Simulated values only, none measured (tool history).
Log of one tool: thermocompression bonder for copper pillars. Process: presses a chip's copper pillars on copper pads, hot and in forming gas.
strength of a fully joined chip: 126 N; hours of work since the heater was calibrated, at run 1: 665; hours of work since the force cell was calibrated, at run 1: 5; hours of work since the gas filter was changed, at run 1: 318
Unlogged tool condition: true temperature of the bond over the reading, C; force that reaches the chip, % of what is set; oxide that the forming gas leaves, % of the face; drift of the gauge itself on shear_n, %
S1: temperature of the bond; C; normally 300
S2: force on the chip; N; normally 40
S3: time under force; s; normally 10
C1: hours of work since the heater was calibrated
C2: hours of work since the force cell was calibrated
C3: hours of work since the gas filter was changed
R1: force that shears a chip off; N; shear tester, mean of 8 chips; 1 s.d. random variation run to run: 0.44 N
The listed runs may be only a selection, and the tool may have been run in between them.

run   hour   S1  S2  S3   C1   C2   C3     R1
  1    0.0  300  40  10  665    5  318   72.8
  2    8.4  300  40  10  672   11  324   73.1
  3   13.1  300  40  10  675   15  328   73.4
  4   20.9  300  40  10  681   21  334   72.7
  5   28.4  300  40  10  687   27  339   72.8
  6   33.8  300  40  10  691   31  343   72.6
  7   41.6  300  40  10  697   37  349   72.5
  8   48.7  300  40  10  702   42  355   72.1
  9   56.4  300  46  10  708   48  361   79.2
 10   64.3  300  46  10  714   54  367   78.8
 11   69.1  274  40  10  718   58  370   50.4
 12   74.4  274  40  10  722   62  374   50.3
      84.6  -- heater calibrated with a thermocouple chip
 13   84.6  274  40  10    0   68  380   57.8
 14   90.3  275  28  10    4   72  385   42.9
 15   99.4  301  26   6   11   79  392   48.6
 16  106.5  301  26   6   17   84  397   49.1
 17  111.7  300  44  20   21   88  401   96.5
 18  117.1  318  36   5   25   93  405   72.6
 19  123.1  314  41  10   29   97  410   89.7
 20  131.9  314  41  10   36  104  416   90.6
 21  138.5  314  41  10   41  109  421   89.9
 22  144.2  296  48  11   45  113  426   86.0
 23  148.3  296  48  11   48  116  429   85.9
 24  152.0  289  52  29   51  119  432  102.0
 25  160.3  276  39  10   58  125  438   57.0

3 options for the next run, each taken on its own from the tool as it stands now. Forecast them:
  A  165.4  314  38  23  61  129  442   ?
  B  165.4  282  40  14  61  129  442   ?
  C  165.4  329  39  10  61  129  442   ?

run     R1
  A  101.9
  B   70.0
  C   97.0
With no hidden state in the tool, these same runs would have given:
run     R1
  A  108.4
  B   74.2
  C  103.1
